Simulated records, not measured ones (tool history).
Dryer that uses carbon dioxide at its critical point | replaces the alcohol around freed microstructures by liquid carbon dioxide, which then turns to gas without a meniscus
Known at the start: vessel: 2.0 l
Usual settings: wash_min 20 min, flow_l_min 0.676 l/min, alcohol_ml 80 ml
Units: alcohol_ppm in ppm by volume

| run | hour | wash_min | flow_l_min | alcohol_ml | alcohol_ppm |
|---|---|---|---|---|---|
| 1 | 0 | 20 | 0.676 | 80 | 365 |
| 2 | 8.4 | 20 | 0.676 | 80 | 353 |
| 3 | 19.9 | 20 | 0.676 | 80 | 368 |
| 4 | 30.8 | 20 | 0.676 | 80 | 355 |
| 5 | 41.5 | 20 | 0.676 | 80 | 371 |
| 6 | 51 | 20 | 0.676 | 80 | 370 |
| 7 | 59.6 | 20 | 0.676 | 80 | 371 |
| 8 | 76.2 | 20 | 0.676 | 80 | 372 |
| 9 | 89.9 | 20 | 0.676 | 80 | 386 |
| 10 | 101 | 20 | 0.676 | 36 | 179 |
| 11 | 109.5 | 20 | 0.676 | 36 | 186 |
| 12 | 122.7 | 20 | 0.676 | 36 | 197 |
| 13 | 131.4 | 20 | 0.491 | 80 | 1291 |
| 14 | 140 | 20 | 0.491 | 80 | 1298 |
| 15 | 155.2 | 16 | 0.676 | 80 | 933 |
| 16 | 163.2 | 20 | 0.676 | 35 | 194 |
| 17 | 176.2 | 20 | 0.676 | 35 | 187 |
| 18 | 184.4 | 20 | 0.676 | 35 | 203 |
| 19 | 191.8 | 20 | 0.676 | 35 | 204 |
| 20 | 207.5 | 20 | 0.676 | 35 | 197 |
| 21 | 220.4 | 24 | 0.612 | 95 | 327 |
| 22 | 229.4 | 19 | 0.691 | 80 | 453 |
| 23 | 243.6 | 19 | 0.691 | 80 | 467 |
| 24 | 254.1 | 24 | 0.481 | 80 | 761 |
| 25 | 266.9 | 24 | 0.481 | 80 | 756 |
| 26 | 281.8 | 16 | 0.481 | 34 | 1196 |
| 27 | 293.6 | 16 | 0.481 | 34 | 1190 |
| 28 | 305.2 | 28 | 0.817 | 34 | 55 |
|  | 309.6 | inlet filter changed |
| 29 | 320.4 | 20 | 0.676 | 35 | 165 |
| 30 | 329.5 | 20 | 0.676 | 35 | 158 |
| 31 | 346 | 20 | 0.676 | 35 | 153 |
| 32 | 359.9 | 14 | 0.558 | 35 | 972 |
| 33 | 368.6 | 25 | 0.428 | 94 | 895 |
| 34 | 375.9 | 21 | 0.711 | 64 | 170 |
| 35 | 386.2 | 15 | 1.06 | 32 | 99 |

Forecast each of these 4 alternatives for the next run:
| A | 400.2 | 20 | 0.739 | 62 | ? |
| B | 400.2 | 14 | 0.696 | 32 | ? |
| C | 400.2 | 20 | 0.407 | 80 | ? |
| D | 400.2 | 20 | 0.514 | 32 | ? |

| run | alcohol_ppm |
|---|---|
| A | 189 |
| B | 485 |
| C | 1895 |
| D | 408 |
Without the tool's hidden state the same runs would have given:
| run | alcohol_ppm |
|---|---|
| A | 133 |
| B | 418 |
| C | 1777 |
| D | 342 |
